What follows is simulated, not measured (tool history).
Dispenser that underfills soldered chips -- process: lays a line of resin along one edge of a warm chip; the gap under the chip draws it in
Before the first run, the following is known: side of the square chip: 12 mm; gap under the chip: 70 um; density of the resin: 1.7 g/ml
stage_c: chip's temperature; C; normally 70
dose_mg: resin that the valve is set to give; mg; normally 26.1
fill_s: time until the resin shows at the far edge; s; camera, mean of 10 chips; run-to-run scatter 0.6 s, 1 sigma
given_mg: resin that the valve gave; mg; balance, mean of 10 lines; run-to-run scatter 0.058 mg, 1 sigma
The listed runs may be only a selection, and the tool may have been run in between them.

run  hour  stage_c  dose_mg  fill_s  given_mg
  1     0       70     26.1    86.1        25
  2     4       70     26.1   112.2     24.86
      4.6  -- new syringe of resin
  3   8.3       83     26.1    35.9     24.88
  4  12.6       83     31.2    46.7     29.77
     15.4  -- dispensing valve cleaned and set on the balance
  5  16.6       69     26.1   111.9     26.12
       18  -- new syringe of resin
  6  21.9       69     26.1    69.7     26.07
  7  26.4       70     22.5    93.7     22.46
     30.6  -- new syringe of resin
  8  31.1       70     23.1    55.3     23.11
  9  35.1       77     24.6    51.2     24.56
 10  38.8       77     24.6    64.1     24.52
 11  41.9       77     24.6    79.3     24.51
       43  -- new syringe of resin
 12  44.7       77     24.6    42.2     24.54
 13  49.7       77     24.6    57.9     24.39
 14  51.8       77     24.6    65.4     24.39
     55.2  -- new syringe of resin
 15  56.2       82     23.9    33.1     23.68
 16  60.6       73     22.9    65.8     22.73

Each row is a separate what-if for the run after 16, all from the same tool condition, not one after another. Results?
  A  63.7       75     24.2       ?         ?
  B  63.7       81     22.9       ?         ?
  C  63.7       73     29.5       ?         ?
  D  63.7       77       27       ?         ?
  E  63.7       80     27.8       ?         ?

run  fill_s  given_mg
  A    72.6        24
  B      56     22.72
  C    76.9     29.26
  D    64.9      26.8
  E    56.2     27.57
With the hidden condition removed and each run's random variation left untouched, the same runs would have given:
run  fill_s  given_mg
  A    41.9     24.23
  B    32.4     22.93
  C    44.4     29.53
  D    37.5     27.05
  E    32.5     27.82
